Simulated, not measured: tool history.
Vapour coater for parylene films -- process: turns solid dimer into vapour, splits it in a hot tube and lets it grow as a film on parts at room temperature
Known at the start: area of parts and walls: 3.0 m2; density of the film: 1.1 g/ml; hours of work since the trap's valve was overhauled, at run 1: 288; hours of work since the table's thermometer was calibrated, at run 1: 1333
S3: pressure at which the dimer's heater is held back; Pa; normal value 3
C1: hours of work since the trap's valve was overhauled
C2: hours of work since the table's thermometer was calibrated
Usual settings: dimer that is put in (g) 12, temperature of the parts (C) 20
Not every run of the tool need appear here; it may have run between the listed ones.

run 1 hour=0 | dimer_that_is_put_in_(g)=12 temperature_of_the_parts_(C)=20 S3=3 | C1=288 C2=1333 | thickness_of_the_film_(µm)=2.29
run 2 hour=51.7 | dimer_that_is_put_in_(g)=12 temperature_of_the_parts_(C)=20 S3=3 | C1=326 C2=1372 | thickness_of_the_film_(µm)=2.24
run 3 hour=94.4 | dimer_that_is_put_in_(g)=12 temperature_of_the_parts_(C)=15 S3=3 | C1=358 C2=1403 | thickness_of_the_film_(µm)=2.86
run 4 hour=129.3 | dimer_that_is_put_in_(g)=12 temperature_of_the_parts_(C)=20 S3=3 | C1=384 C2=1429 | thickness_of_the_film_(µm)=2.26
run 5 hour=183.3 | dimer_that_is_put_in_(g)=12 temperature_of_the_parts_(C)=20 S3=3 | C1=424 C2=1470 | thickness_of_the_film_(µm)=2.24
run 6 hour=210.4 | dimer_that_is_put_in_(g)=12 temperature_of_the_parts_(C)=20 S3=3 | C1=444 C2=1490 | thickness_of_the_film_(µm)=2.27
run 7 hour=262.6 | dimer_that_is_put_in_(g)=12 temperature_of_the_parts_(C)=14 S3=3 | C1=483 C2=1529 | thickness_of_the_film_(µm)=3.01
run 8 hour=291.7 | dimer_that_is_put_in_(g)=12 temperature_of_the_parts_(C)=14 S3=3 | C1=505 C2=1550 | thickness_of_the_film_(µm)=3.03
run 9 hour=318.8 | dimer_that_is_put_in_(g)=12 temperature_of_the_parts_(C)=20 S3=3.69 | C1=525 C2=1571 | thickness_of_the_film_(µm)=2.21
-- hour=327.8 trap's valve overhauled
run 10 hour=375.5 | dimer_that_is_put_in_(g)=12 temperature_of_the_parts_(C)=20 S3=3 | C1=36 C2=1610 | thickness_of_the_film_(µm)=2.27
run 11 hour=399 | dimer_that_is_put_in_(g)=12 temperature_of_the_parts_(C)=20 S3=3 | C1=53 C2=1627 | thickness_of_the_film_(µm)=2.22
run 12 hour=431.9 | dimer_that_is_put_in_(g)=12 temperature_of_the_parts_(C)=20 S3=3 | C1=78 C2=1652 | thickness_of_the_film_(µm)=2.25
run 13 hour=485.2 | dimer_that_is_put_in_(g)=12 temperature_of_the_parts_(C)=20 S3=11.11 | C1=117 C2=1692 | thickness_of_the_film_(µm)=1.97
run 14 hour=511.7 | dimer_that_is_put_in_(g)=12 temperature_of_the_parts_(C)=20 S3=11.11 | C1=137 C2=1711 | thickness_of_the_film_(µm)=1.97
run 15 hour=569.4 | dimer_that_is_put_in_(g)=12 temperature_of_the_parts_(C)=20 S3=11.11 | C1=180 C2=1754 | thickness_of_the_film_(µm)=2.01
run 16 hour=622.7 | dimer_that_is_put_in_(g)=12 temperature_of_the_parts_(C)=20 S3=3.82 | C1=220 C2=1794 | thickness_of_the_film_(µm)=2.22
run 17 hour=646.5 | dimer_that_is_put_in_(g)=12 temperature_of_the_parts_(C)=20 S3=3.82 | C1=238 C2=1812 | thickness_of_the_film_(µm)=2.21
run 18 hour=691.9 | dimer_that_is_put_in_(g)=12 temperature_of_the_parts_(C)=20 S3=3 | C1=271 C2=1846 | thickness_of_the_film_(µm)=2.27
run 19 hour=735.8 | dimer_that_is_put_in_(g)=12 temperature_of_the_parts_(C)=20 S3=3 | C1=304 C2=1879 | thickness_of_the_film_(µm)=2.3
run 20 hour=787.6 | dimer_that_is_put_in_(g)=12 temperature_of_the_parts_(C)=20 S3=3 | C1=343 C2=1917 | thickness_of_the_film_(µm)=2.27
run 21 hour=818 | dimer_that_is_put_in_(g)=12 temperature_of_the_parts_(C)=20 S3=3 | C1=365 C2=1940 | thickness_of_the_film_(µm)=2.23
run 22 hour=869 | dimer_that_is_put_in_(g)=12 temperature_of_the_parts_(C)=20 S3=3 | C1=403 C2=1978 | thickness_of_the_film_(µm)=2.34
run 23 hour=919.1 | dimer_that_is_put_in_(g)=17 temperature_of_the_parts_(C)=20 S3=3 | C1=441 C2=2015 | thickness_of_the_film_(µm)=3.21
run 24 hour=946.5 | dimer_that_is_put_in_(g)=7 temperature_of_the_parts_(C)=20 S3=6.18 | C1=461 C2=2036 | thickness_of_the_film_(µm)=1.2
run 25 hour=988 | dimer_that_is_put_in_(g)=20 temperature_of_the_parts_(C)=15 S3=3.06 | C1=492 C2=2067 | thickness_of_the_film_(µm)=4.72
-- hour=1042.8 trap's valve overhauled
run 26 hour=1042.8 | dimer_that_is_put_in_(g)=7 temperature_of_the_parts_(C)=24 S3=3.06 | C1=0 C2=2104 | thickness_of_the_film_(µm)=1.09
run 27 hour=1095.8 | dimer_that_is_put_in_(g)=16 temperature_of_the_parts_(C)=15 S3=7.62 | C1=40 C2=2144 | thickness_of_the_film_(µm)=3.48
run 28 hour=1139.3 | dimer_that_is_put_in_(g)=14 temperature_of_the_parts_(C)=30 S3=2.47 | C1=72 C2=2176 | thickness_of_the_film_(µm)=1.67
run 29 hour=1175.3 | dimer_that_is_put_in_(g)=8 temperature_of_the_parts_(C)=20 S3=3 | C1=99 C2=2203 | thickness_of_the_film_(µm)=1.53
run 30 hour=1209.3 | dimer_that_is_put_in_(g)=15 temperature_of_the_parts_(C)=18 S3=3 | C1=124 C2=2229 | thickness_of_the_film_(µm)=3.13
run 31 hour=1253.4 | dimer_that_is_put_in_(g)=15 temperature_of_the_parts_(C)=18 S3=3 | C1=157 C2=2261 | thickness_of_the_film_(µm)=3.08
run 32 hour=1291.4 | dimer_that_is_put_in_(g)=15 temperature_of_the_parts_(C)=25 S3=5.16 | C1=185 C2=2290 | thickness_of_the_film_(µm)=2.12
run 33 hour=1336.1 | dimer_that_is_put_in_(g)=5 temperature_of_the_parts_(C)=27 S3=4.87 | C1=219 C2=2323 | thickness_of_the_film_(µm)=0.64
-- hour=1345.8 table's thermometer calibrated
run 34 hour=1372.6 | dimer_that_is_put_in_(g)=12 temperature_of_the_parts_(C)=27 S3=2.32 | C1=245 C2=20 | thickness_of_the_film_(µm)=1.63
run 35 hour=1423.5 | dimer_that_is_put_in_(g)=17 temperature_of_the_parts_(C)=31 S3=3 | C1=283 C2=58 | thickness_of_the_film_(µm)=1.86
run 36 hour=1472.6 | dimer_that_is_put_in_(g)=22 temperature_of_the_parts_(C)=27 S3=3 | C1=320 C2=94 | thickness_of_the_film_(µm)=3
run 37 hour=1505.8 | dimer_that_is_put_in_(g)=22 temperature_of_the_parts_(C)=21 S3=10.43 | C1=344 C2=119 | thickness_of_the_film_(µm)=3.52
run 38 hour=1545.2 | dimer_that_is_put_in_(g)=22 temperature_of_the_parts_(C)=21 S3=10.43 | C1=374 C2=149 | thickness_of_the_film_(µm)=3.48
run 39 hour=1579.2 | dimer_that_is_put_in_(g)=6 temperature_of_the_parts_(C)=20 S3=10.73 | C1=399 C2=174 | thickness_of_the_film_(µm)=0.99
run 40 hour=1630.1 | dimer_that_is_put_in_(g)=15 temperature_of_the_parts_(C)=20 S3=10.73 | C1=437 C2=212 | thickness_of_the_film_(µm)=2.54
run 41 hour=1662.6 | dimer_that_is_put_in_(g)=13 temperature_of_the_parts_(C)=20 S3=10.2 | C1=461 C2=236 | thickness_of_the_film_(µm)=2.16
run 42 hour=1711.6 | dimer_that_is_put_in_(g)=22 temperature_of_the_parts_(C)=24 S3=3 | C1=498 C2=273 | thickness_of_the_film_(µm)=3.4
-- hour=1757.3 trap's valve overhauled
run 43 hour=1772.3 | dimer_that_is_put_in_(g)=7 temperature_of_the_parts_(C)=19 S3=2.33 | C1=11 C2=315 | thickness_of_the_film_(µm)=1.46
run 44 hour=1820.3 | dimer_that_is_put_in_(g)=7 temperature_of_the_parts_(C)=19 S3=2.33 | C1=47 C2=351 | thickness_of_the_film_(µm)=1.36
run 45 hour=1853.2 | dimer_that_is_put_in_(g)=7 temperature_of_the_parts_(C)=19 S3=2.33 | C1=72 C2=375 | thickness_of_the_film_(µm)=1.46

Forecast each of these 4 alternatives for the next run:
run A hour=1884.8 | dimer_that_is_put_in_(g)=11 temperature_of_the_parts_(C)=19 S3=2.84 | C1=95 C2=399 | thickness_of_the_film_(µm)=?
run B hour=1884.8 | dimer_that_is_put_in_(g)=12 temperature_of_the_parts_(C)=25 S3=8.41 | C1=95 C2=399 | thickness_of_the_film_(µm)=?
run C hour=1884.8 | dimer_that_is_put_in_(g)=16 temperature_of_the_parts_(C)=26 S3=4.66 | C1=95 C2=399 | thickness_of_the_film_(µm)=?
run D hour=1884.8 | dimer_that_is_put_in_(g)=6 temperature_of_the_parts_(C)=20 S3=3 | C1=95 C2=399 | thickness_of_the_film_(µm)=?

run=A thickness_of_the_film_(µm)=2.19
run=B thickness_of_the_film_(µm)=1.62
run=C thickness_of_the_film_(µm)=2.2
run=D thickness_of_the_film_(µm)=1.14
With the hidden condition removed and each run's random variation left untouched, the same runs would have given:
run=A thickness_of_the_film_(µm)=2.19
run=B thickness_of_the_film_(µm)=1.63
run=C thickness_of_the_film_(µm)=2.21
run=D thickness_of_the_film_(µm)=1.14
